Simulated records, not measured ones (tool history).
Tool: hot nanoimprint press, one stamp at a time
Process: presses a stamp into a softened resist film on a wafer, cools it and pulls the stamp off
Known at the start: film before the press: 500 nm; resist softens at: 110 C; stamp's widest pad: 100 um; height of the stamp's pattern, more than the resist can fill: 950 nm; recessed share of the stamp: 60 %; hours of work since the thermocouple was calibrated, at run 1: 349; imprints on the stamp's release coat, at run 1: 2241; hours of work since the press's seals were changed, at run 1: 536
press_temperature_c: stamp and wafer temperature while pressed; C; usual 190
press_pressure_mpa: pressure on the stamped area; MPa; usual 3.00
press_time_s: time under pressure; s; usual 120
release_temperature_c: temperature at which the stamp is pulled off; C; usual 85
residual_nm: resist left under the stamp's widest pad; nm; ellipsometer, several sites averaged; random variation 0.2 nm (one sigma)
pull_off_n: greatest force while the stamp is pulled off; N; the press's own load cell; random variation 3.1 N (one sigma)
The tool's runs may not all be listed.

| run | hour | press_temperature_c | press_pressure_mpa | press_time_s | release_temperature_c | hours of work since the thermocouple was calibrated | imprints on the stamp's release coat | hours of work since the press's seals were changed | residual_nm | pull_off_n |
|---|---|---|---|---|---|---|---|---|---|---|
| 1 | 0.0 | 190 | 3.00 | 120 | 85 | 349 | 2241 | 536 | 197.9 | 267 |
|  | 48.3 | stamp cleaned and given a new release coat |
| 2 | 70.5 | 190 | 3.00 | 120 | 85 | 384 | 67 | 571 | 197.5 | 199 |
| 3 | 136.7 | 196 | 3.00 | 120 | 85 | 420 | 268 | 607 | 164.9 | 201 |
|  | 158.2 | plate thermocouple calibrated |
|  | 233.0 | press's hydraulic seals changed and the load cell set to zero |
| 4 | 236.9 | 196 | 3.00 | 120 | 85 | 38 | 538 | 2 | 159.4 | 215 |
| 5 | 325.8 | 196 | 3.00 | 120 | 85 | 86 | 808 | 50 | 159.0 | 218 |
| 6 | 419.5 | 190 | 3.00 | 120 | 85 | 137 | 1092 | 101 | 189.9 | 225 |
| 7 | 483.5 | 190 | 3.00 | 120 | 85 | 171 | 1286 | 135 | 189.6 | 226 |
| 8 | 567.2 | 190 | 3.00 | 120 | 85 | 217 | 1540 | 180 | 189.4 | 243 |
|  | 594.6 | plate thermocouple calibrated, once more |
| 9 | 617.3 | 199 | 3.00 | 120 | 85 | 12 | 1683 | 206 | 153.1 | 250 |
| 10 | 661.6 | 199 | 3.00 | 120 | 85 | 36 | 1817 | 230 | 153.0 | 253 |
| 11 | 739.1 | 201 | 3.00 | 120 | 85 | 78 | 2052 | 272 | 144.2 | 260 |
| 12 | 785.0 | 201 | 3.00 | 120 | 85 | 103 | 2191 | 296 | 144.1 | 267 |
| 13 | 837.7 | 201 | 3.00 | 120 | 85 | 131 | 2351 | 325 | 144.0 | 269 |
|  | 849.0 | stamp cleaned and given a new release coat |
| 14 | 940.8 | 201 | 3.00 | 120 | 85 | 184 | 279 | 377 | 143.8 | 205 |
| 15 | 1013.4 | 190 | 3.00 | 120 | 85 | 223 | 499 | 417 | 198.6 | 215 |
| 16 | 1100.6 | 190 | 3.00 | 120 | 85 | 270 | 763 | 464 | 198.6 | 218 |
| 17 | 1146.3 | 192 | 3.62 | 233 | 85 | 295 | 901 | 488 | 127.5 | 227 |
| 18 | 1223.4 | 192 | 3.62 | 233 | 85 | 336 | 1135 | 530 | 127.5 | 228 |
| 19 | 1307.2 | 196 | 3.00 | 120 | 85 | 382 | 1389 | 575 | 165.4 | 234 |
|  | 1400.0 | plate thermocouple calibrated |
| 20 | 1401.6 | 196 | 3.00 | 120 | 85 | 1 | 1667 | 625 | 171.0 | 252 |
|  | 1462.8 | press's hydraulic seals changed and the load cell set to zero |
| 21 | 1478.4 | 192 | 3.00 | 120 | 84 | 38 | 1875 | 8 | 187.5 | 263 |
| 22 | 1576.7 | 197 | 2.20 | 120 | 85 | 91 | 2173 | 61 | 185.0 | 269 |

Forecast run 23:
|  | 1646.9 | stamp cleaned and given a new release coat |
| 23 | 1646.9 | 189 | 3.00 | 120 | 85 | 126 | 0 | 96 | ? | ? |

residual_nm: 205.0 nm
pull_off_n: 202 N
Without the tool's hidden state the same run would have given residual_nm 205.2 nm, pull_off_n 203 N.

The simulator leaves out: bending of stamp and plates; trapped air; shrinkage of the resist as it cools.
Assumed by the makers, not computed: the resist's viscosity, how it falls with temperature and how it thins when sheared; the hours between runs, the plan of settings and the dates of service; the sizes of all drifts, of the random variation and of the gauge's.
